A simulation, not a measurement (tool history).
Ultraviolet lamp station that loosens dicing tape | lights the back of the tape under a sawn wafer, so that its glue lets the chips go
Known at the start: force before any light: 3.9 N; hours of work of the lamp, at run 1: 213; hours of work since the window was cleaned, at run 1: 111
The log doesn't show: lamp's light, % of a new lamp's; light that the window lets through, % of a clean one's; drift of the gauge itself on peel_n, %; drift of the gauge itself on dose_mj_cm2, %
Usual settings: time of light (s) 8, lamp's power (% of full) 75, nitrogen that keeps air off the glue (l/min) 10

run	hour	time of light (s)	lamp's power (% of full)	nitrogen that keeps air off the glue (l/min)	hours of work of the lamp	hours of work since the window was cleaned	force that peels the tape off (N)	light that reached the tape (J/m2)
1	0	8	75	10	213	111	0.269	4500
2	22.3	8	75	10	223	120	0.277	4470
3	47.4	8	75	10	233	130	0.278	4420
4	72.5	8	63	10	243	141	0.377	3720
5	88.9	8	69	10	250	147	0.321	4100
6	107.4	8	69	10	258	155	0.327	4050
7	119	8	69	10	262	160	0.316	4120
8	136.5	8	69	10	270	167	0.317	4100
9	161.3	8	69	10	280	177	0.329	4070
10	182.8	8	75	10	289	186	0.271	4440
11	203.4	8	75	10	297	194	0.274	4450
12	221	8	75	10	304	202	0.268	4400
13	246.3	8	75	10	315	212	0.258	4470
14	269.3	8	75	10	324	222	0.267	4460
15	292.9	4	90	9	334	231	0.734	2690
16	315.2	4	72	16	343	240	0.872	2140
17	335.5	12	75	5	351	249	0.164	6730
18	355.6	5	75	10	360	257	0.663	2710
19	368.9	8	77	10	365	262	0.254	4580
20	387	11	85	10	373	270	0.138	6880
21	415.3	5	93	10	384	282	0.455	3440
22	433.6	5	93	10	392	289	0.447	3400
23	454.1	5	72	9	400	298	0.728	2700
24	476.9	8	71	9	410	307	0.32	4190
25	497.9	7	75	13	418	316	0.317	3870
26	522	8	96	5	428	326	0.23	5700
27	546.7	9	94	4	438	336	0.206	6250

3 ways to go on from here, each from the tool as it stands after run 27. What would each give?
A	558.4	8	93	10	443	340	?	?
B	558.4	5	86	6	443	340	?	?
C	558.4	13	96	8	443	340	?	?

run	force that peels the tape off (N)	light that reached the tape (J/m2)
A	0.192	5540
B	0.627	3220
C	0.107	9270
Without the tool's hidden state the same runs would have given:
run	force that peels the tape off (N)	light that reached the tape (J/m2)
A	0.191	5560
B	0.623	3230
C	0.107	9300
